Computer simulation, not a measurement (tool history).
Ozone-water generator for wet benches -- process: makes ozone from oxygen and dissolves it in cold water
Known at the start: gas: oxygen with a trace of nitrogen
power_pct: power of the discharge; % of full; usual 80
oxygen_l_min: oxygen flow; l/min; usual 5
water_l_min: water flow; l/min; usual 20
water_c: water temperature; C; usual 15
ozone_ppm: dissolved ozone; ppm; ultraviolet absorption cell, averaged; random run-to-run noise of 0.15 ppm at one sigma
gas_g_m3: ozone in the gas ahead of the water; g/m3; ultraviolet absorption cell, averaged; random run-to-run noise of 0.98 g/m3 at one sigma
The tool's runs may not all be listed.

| run | hour | power_pct | oxygen_l_min | water_l_min | water_c | ozone_ppm | gas_g_m3 |
|---|---|---|---|---|---|---|---|
| 1 | 0 | 80 | 5 | 20 | 15 | 17.5 | 169.1 |
| 2 | 20.2 | 80 | 5 | 20 | 15 | 17.5 | 167.9 |
| 3 | 53.5 | 80 | 5 | 20 | 15 | 17.8 | 168.3 |
| 4 | 86.3 | 80 | 5 | 20 | 15 | 17.7 | 167.9 |
| 5 | 102.9 | 80 | 2.91 | 20 | 15 | 17.9 | 242.2 |
| 6 | 138.2 | 80 | 2.91 | 20 | 15 | 17.8 | 244.3 |
| 7 | 169.9 | 80 | 5 | 20 | 15 | 17.8 | 169.3 |
| 8 | 201.4 | 80 | 5 | 20 | 15 | 17.4 | 170.7 |
| 9 | 229.9 | 80 | 5 | 20 | 15 | 17.7 | 171.4 |
| 10 | 257.6 | 80 | 5 | 20 | 15 | 17.6 | 170.2 |
| 11 | 273.8 | 80 | 5 | 14 | 15 | 23.5 | 171.7 |
| 12 | 302.7 | 80 | 5 | 20 | 15 | 17.9 | 171.1 |
| 13 | 320.2 | 80 | 5 | 20 | 15 | 17.5 | 169.6 |
| 14 | 336.3 | 80 | 5 | 20 | 15 | 17.7 | 171.5 |
| 15 | 367.2 | 80 | 5.72 | 20 | 7 | 19.5 | 156.3 |
| 16 | 393.6 | 68 | 4.91 | 20 | 16 | 16.3 | 160.2 |
| 17 | 426.9 | 53 | 4.91 | 20 | 21 | 13.1 | 139 |
| 18 | 461.4 | 84 | 4.91 | 20 | 10 | 19.3 | 178.2 |
| 19 | 477.2 | 77 | 6.13 | 29 | 23 | 10.8 | 148.3 |
| 20 | 497.6 | 80 | 5.61 | 20 | 20 | 16.2 | 158.9 |
| 21 | 522.5 | 96 | 5 | 27 | 8 | 15.6 | 188 |
| 22 | 550.6 | 41 | 6.12 | 26 | 22 | 8.6 | 104.8 |
| 23 | 575 | 80 | 6.12 | 26 | 14 | 13.9 | 148.8 |
| 24 | 606.2 | 80 | 5 | 20 | 20 | 16.6 | 173.4 |
| 25 | 641 | 80 | 8.49 | 17 | 10 | 19.9 | 120.2 |
|  | 658.3 | gauge calibrated |
| 26 | 659.8 | 92 | 3.48 | 20 | 18 | 18.7 | 229.7 |
| 27 | 679.5 | 92 | 5.59 | 20 | 12 | 19.5 | 167.8 |
| 28 | 699.9 | 80 | 2.55 | 17 | 18 | 20.7 | 267.5 |

Forecast each of these 5 alternatives for the next run:
| A | 717.1 | 70 | 2.67 | 18 | 18 | ? | ? |
| B | 717.1 | 89 | 8.5 | 15 | 15 | ? | ? |
| C | 717.1 | 69 | 4.26 | 14 | 15 | ? | ? |
| D | 717.1 | 73 | 2.55 | 23 | 7 | ? | ? |
| E | 717.1 | 80 | 7.27 | 14 | 18 | ? | ? |

| run | ozone_ppm | gas_g_m3 |
|---|---|---|
| A | 18.3 | 240.2 |
| B | 20.8 | 125.2 |
| C | 22.6 | 174.1 |
| D | 15.5 | 254.1 |
| E | 20.4 | 130.8 |
What these runs would have given with no unlogged condition in the tool:
| run | ozone_ppm | gas_g_m3 |
|---|---|---|
| A | 18.3 | 239.6 |
| B | 20.9 | 124.9 |
| C | 22.6 | 173.7 |
| D | 15.5 | 253.5 |
| E | 20.4 | 130.5 |

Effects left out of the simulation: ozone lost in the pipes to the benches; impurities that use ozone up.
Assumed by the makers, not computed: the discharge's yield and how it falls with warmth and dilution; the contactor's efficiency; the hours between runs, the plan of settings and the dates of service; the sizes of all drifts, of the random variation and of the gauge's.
